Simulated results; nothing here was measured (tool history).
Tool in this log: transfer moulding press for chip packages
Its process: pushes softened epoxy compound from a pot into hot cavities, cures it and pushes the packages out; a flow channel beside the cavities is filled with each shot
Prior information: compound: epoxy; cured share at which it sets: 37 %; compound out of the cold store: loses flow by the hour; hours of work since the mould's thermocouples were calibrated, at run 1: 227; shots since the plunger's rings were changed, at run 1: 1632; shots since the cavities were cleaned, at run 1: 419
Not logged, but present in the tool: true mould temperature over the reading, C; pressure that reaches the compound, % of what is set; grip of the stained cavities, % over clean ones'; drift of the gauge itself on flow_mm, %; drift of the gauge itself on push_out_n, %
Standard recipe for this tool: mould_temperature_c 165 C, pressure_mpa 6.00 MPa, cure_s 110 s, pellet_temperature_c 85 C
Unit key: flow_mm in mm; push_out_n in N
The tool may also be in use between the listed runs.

run,day,mould_temperature_c,pressure_mpa,cure_s,pellet_temperature_c,hours of work since the mould's thermocouples were calibrated,shots since the plunger's rings were changed,shots since the cavities were cleaned,incoming compound's hours out of the cold store,flow_mm,push_out_n
1,0.000,165,6.00,110,85,227,1632,419,22.5,540.6,659
2,0.604,165,5.72,110,85,236,1782,569,45.9,475.4,612
# day 0.833: cavities cleaned with cleaning compound and waxed
3,1.446,165,5.38,110,85,246,1975,153,17.2,524.3,514
4,2.188,165,5.38,110,85,257,2158,336,21.6,512.7,603
# day 3.446: cavities cleaned with cleaning compound and waxed
5,3.546,165,5.57,110,85,275,2479,25,36.7,485.8,392
# day 3.838: plunger's sealing rings changed
6,4.238,165,5.57,110,85,283,100,171,43.2,483.8,494
7,5.012,165,6.00,107,89,294,292,363,39.5,508.8,625
8,5.717,165,6.00,107,89,303,466,537,9.4,586.4,745
# day 6.096: cavities cleaned with cleaning compound and waxed
9,7.133,165,6.00,107,89,322,802,258,33.0,521.5,580
10,7.796,165,6.00,107,89,331,966,422,23.2,544.0,664
# day 8.625: cavities cleaned with cleaning compound and waxed
11,8.983,167,6.00,99,91,347,1245,89,39.5,498.9,485

Predict each of these 3 candidate next runs independently; none follows another, all start after run 11:
A,10.196,165,6.00,149,85,364,1545,389,35.1,?,?
B,10.196,165,7.47,92,80,364,1545,389,18.3,?,?
C,10.196,165,6.00,118,85,364,1545,389,37.0,?,?

run,flow_mm,push_out_n
A,513.6,445
B,622.0,986
C,509.4,548
Without the tool's hidden state the same runs would have given:
run,flow_mm,push_out_n
A,519.1,260
B,628.6,549
C,514.9,307
